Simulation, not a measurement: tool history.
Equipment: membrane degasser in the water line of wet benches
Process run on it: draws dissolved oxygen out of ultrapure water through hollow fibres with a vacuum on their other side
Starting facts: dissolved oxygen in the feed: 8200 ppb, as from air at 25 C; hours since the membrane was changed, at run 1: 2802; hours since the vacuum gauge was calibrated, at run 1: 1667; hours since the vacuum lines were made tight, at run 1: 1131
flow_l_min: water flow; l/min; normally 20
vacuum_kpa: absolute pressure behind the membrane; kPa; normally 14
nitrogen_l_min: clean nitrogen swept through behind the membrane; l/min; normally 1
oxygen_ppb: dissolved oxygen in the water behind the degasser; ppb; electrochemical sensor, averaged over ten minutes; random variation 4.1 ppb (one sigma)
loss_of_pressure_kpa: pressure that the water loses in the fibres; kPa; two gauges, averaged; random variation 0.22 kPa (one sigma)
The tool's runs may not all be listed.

run    hour  flow_l_min  vacuum_kpa  nitrogen_l_min  hours since the membrane was changed  hours since the vacuum gauge was calibrated  hours since the vacuum lines were made tight  oxygen_ppb  loss_of_pressure_kpa
  1       0          20          14               1                                  2802                                         1667                                          1131       481.6                 53.96
  2    57.6          20          14            0.86                                  2859                                         1725                                          1188       545.8                 54.11
  3   105.7          20          14            0.86                                  2907                                         1773                                          1236       537.3                 54.14
  4     204          20         8.8               1                                  3006                                         1871                                          1335       271.5                 53.93
  5   274.3          20          14             0.9                                  3076                                         1941                                          1405       526.8                 53.99
  6   333.6          20          14               1                                  3135                                         2001                                          1464       482.3                 54.47
  7   396.4          20          14               1                                  3198                                         2063                                          1527       487.1                 53.71
  8   457.5          20          14               1                                  3259                                         2125                                          1588       481.4                 53.96
  9   509.9          20          14               1                                  3312                                         2177                                          1641       481.2                 54.15
 10   563.3          20          14               1                                  3365                                         2230                                          1694       476.8                 53.91
 11   618.3          20         9.5               1                                  3420                                         2285                                          1749         295                 53.95
 12   662.9          20         9.5               1                                  3464                                         2330                                          1794       300.2                 54.57
 13   735.5          14          14               1                                  3537                                         2402                                          1866       341.3                 38.11
 14   820.9          14          14               1                                  3622                                         2488                                          1952       344.1                 37.99
 15   922.9          14          14               1                                  3724                                         2590                                          2054       345.4                 38.14
 16  1026.1          14          14               1                                  3828                                         2693                                          2157       337.2                 37.85
 17  1116.9          25        30.3             1.4                                  3918                                         2784                                          2248      1032.5                 67.85
 18  1212.7          25        30.3            2.17                                  4014                                         2880                                          2343       731.1                 67.99
 19    1262          28        19.5            0.41                                  4064                                         2929                                          2393      1749.3                 75.89
 20  1336.7          28        19.5            0.41                                  4138                                         3004                                          2467      1728.9                 76.46
 21  1416.9          28        19.5            0.41                                  4218                                         3084                                          2548      1720.6                 76.38
     1445.6  -- vacuum gauge calibrated
 22  1509.8          18        19.5            2.19                                  4311                                           64                                          2640       325.5                 48.67
 23  1565.5          14        12.8            2.81                                  4367                                          120                                          2696       116.8                 38.11
 24  1649.2          14        12.8            2.81                                  4450                                          204                                          2779         120                 38.42
 25  1731.3          14        12.8            2.81                                  4532                                          286                                          2861       119.8                 38.31
 26  1779.1          22        10.2            1.39                                  4580                                          333                                          2909       287.7                 60.69
 27  1824.1          20         8.8            2.45                                  4625                                          378                                          2954       133.4                 54.59
 28  1912.5          30        21.3            0.76                                  4714                                          467                                          3043      1352.6                 81.81
 29  1992.2          30        21.3            0.76                                  4793                                          547                                          3122      1329.7                  82.1
 30  2049.8          31          14            0.54                                  4851                                          604                                          3180      1145.2                  84.9
 31  2134.4          20        11.2            1.34                                  4935                                          689                                          3265       288.6                 54.86

Below, some changes in loss_of_pressure_kpa between adjacent runs. For each, the amount present without the hidden state too (settings, incoming material, random variation) and the amount remaining for the hidden state with gauge scatter not shared by both compared results:
Hidden conditions of the tool in this case: membrane still open, %; true pressure behind the membrane over the reading, kPa; air that leaks in behind the membrane, l/min; drift of the gauge itself on oxygen_ppb, %; drift of the gauge itself on loss_of_pressure_kpa, %.
Run 16 -> 17: flow_l_min 14 -> 25, vacuum_kpa 14 -> 30.3, nitrogen_l_min 1 -> 1.4. loss_of_pressure_kpa +30 kPa: hidden state +0.32, all else +29.68.
Run 21 -> 22: flow_l_min 28 -> 18, nitrogen_l_min 0.41 -> 2.19, vacuum gauge calibrated. loss_of_pressure_kpa -27.71 kPa: hidden state -0.31, all else -27.4.
Run 25 -> 26: flow_l_min 14 -> 22, vacuum_kpa 12.8 -> 10.2, nitrogen_l_min 2.81 -> 1.39. loss_of_pressure_kpa +22.38 kPa: hidden state +0.36, all else +22.02.
Run 27 -> 28: flow_l_min 20 -> 30, vacuum_kpa 8.8 -> 21.3, nitrogen_l_min 2.45 -> 0.76. loss_of_pressure_kpa +27.22 kPa: hidden state +0.49, all else +26.73.
Run 30 -> 31: flow_l_min 31 -> 20, vacuum_kpa 14 -> 11.2, nitrogen_l_min 0.54 -> 1.34. loss_of_pressure_kpa -30.04 kPa: hidden state -0.51, all else -29.53.

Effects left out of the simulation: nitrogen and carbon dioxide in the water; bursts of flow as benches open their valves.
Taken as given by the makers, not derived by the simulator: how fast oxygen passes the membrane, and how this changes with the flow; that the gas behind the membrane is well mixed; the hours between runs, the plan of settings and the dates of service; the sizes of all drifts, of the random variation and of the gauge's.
